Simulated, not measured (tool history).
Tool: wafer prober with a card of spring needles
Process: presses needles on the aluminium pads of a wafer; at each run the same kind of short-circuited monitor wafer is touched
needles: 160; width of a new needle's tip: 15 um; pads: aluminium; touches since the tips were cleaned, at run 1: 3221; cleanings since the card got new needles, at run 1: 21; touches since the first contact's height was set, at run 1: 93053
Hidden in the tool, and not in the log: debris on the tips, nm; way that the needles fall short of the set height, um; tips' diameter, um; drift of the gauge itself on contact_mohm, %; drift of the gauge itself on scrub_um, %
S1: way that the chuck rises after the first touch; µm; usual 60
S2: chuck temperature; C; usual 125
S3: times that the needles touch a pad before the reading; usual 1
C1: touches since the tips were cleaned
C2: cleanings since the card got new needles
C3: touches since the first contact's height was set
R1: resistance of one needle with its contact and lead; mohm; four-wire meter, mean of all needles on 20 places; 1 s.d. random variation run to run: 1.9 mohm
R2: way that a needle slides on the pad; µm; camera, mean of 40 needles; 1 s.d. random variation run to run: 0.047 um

run 1 hour=0.0 | S1=60 S2=125 S3=1 | C1=3221 C2=21 C3=93053 | R1=210 R2=15.39
-- hour=4.4 tips cleaned on abrasive film
run 2 hour=8.9 | S1=60 S2=125 S3=1 | C1=801 C2=22 C3=94634 | R1=209 R2=15.50
run 3 hour=18.4 | S1=60 S2=125 S3=1 | C1=2501 C2=22 C3=96334 | R1=207 R2=15.53
-- hour=26.6 tips cleaned on abrasive film
run 4 hour=30.0 | S1=60 S2=125 S3=1 | C1=618 C2=23 C3=98406 | R1=207 R2=15.55
run 5 hour=41.0 | S1=60 S2=125 S3=1 | C1=2601 C2=23 C3=100389 | R1=204 R2=15.46
-- hour=48.5 tips cleaned on abrasive film
run 6 hour=52.3 | S1=60 S2=125 S3=1 | C1=698 C2=24 C3=102406 | R1=208 R2=15.49
run 7 hour=60.6 | S1=60 S2=125 S3=1 | C1=2175 C2=24 C3=103883 | R1=206 R2=15.50
-- hour=69.9 tips cleaned on abrasive film
run 8 hour=70.9 | S1=60 S2=125 S3=1 | C1=174 C2=25 C3=105721 | R1=208 R2=15.61
run 9 hour=82.7 | S1=60 S2=125 S3=1 | C1=2303 C2=25 C3=107850 | R1=208 R2=15.63
run 10 hour=89.9 | S1=60 S2=125 S3=3 | C1=3597 C2=25 C3=109144 | R1=209 R2=15.65
-- hour=91.9 tips cleaned on abrasive film
run 11 hour=103.5 | S1=60 S2=125 S3=1 | C1=2077 C2=26 C3=111559 | R1=210 R2=15.66
-- hour=113.4 tips cleaned on abrasive film
run 12 hour=115.6 | S1=60 S2=125 S3=1 | C1=389 C2=27 C3=113719 | R1=205 R2=15.57
run 13 hour=124.5 | S1=60 S2=125 S3=1 | C1=1985 C2=27 C3=115315 | R1=209 R2=15.65
run 14 hour=134.4 | S1=41 S2=125 S3=1 | C1=3773 C2=27 C3=117103 | R1=221 R2=10.66
-- hour=135.3 tips cleaned on abrasive film
run 15 hour=147.0 | S1=41 S2=125 S3=1 | C1=2095 C2=28 C3=119339 | R1=220 R2=10.73
-- hour=157.5 tips cleaned on abrasive film
-- hour=158.3 gauge calibrated
run 16 hour=161.5 | S1=66 S2=93 S3=1 | C1=730 C2=29 C3=121940 | R1=196 R2=17.05

The next listed run, before its measurement:
run 17 hour=172.0 | S1=44 S2=125 S3=1 | C1=2601 C2=29 C3=123811 | R1=? R2=?

R1: 217 mohm
R2: 11.35 µm
Had the tool carried no hidden state, the very same run would have given R1 217 mohm, R2 11.33 µm.
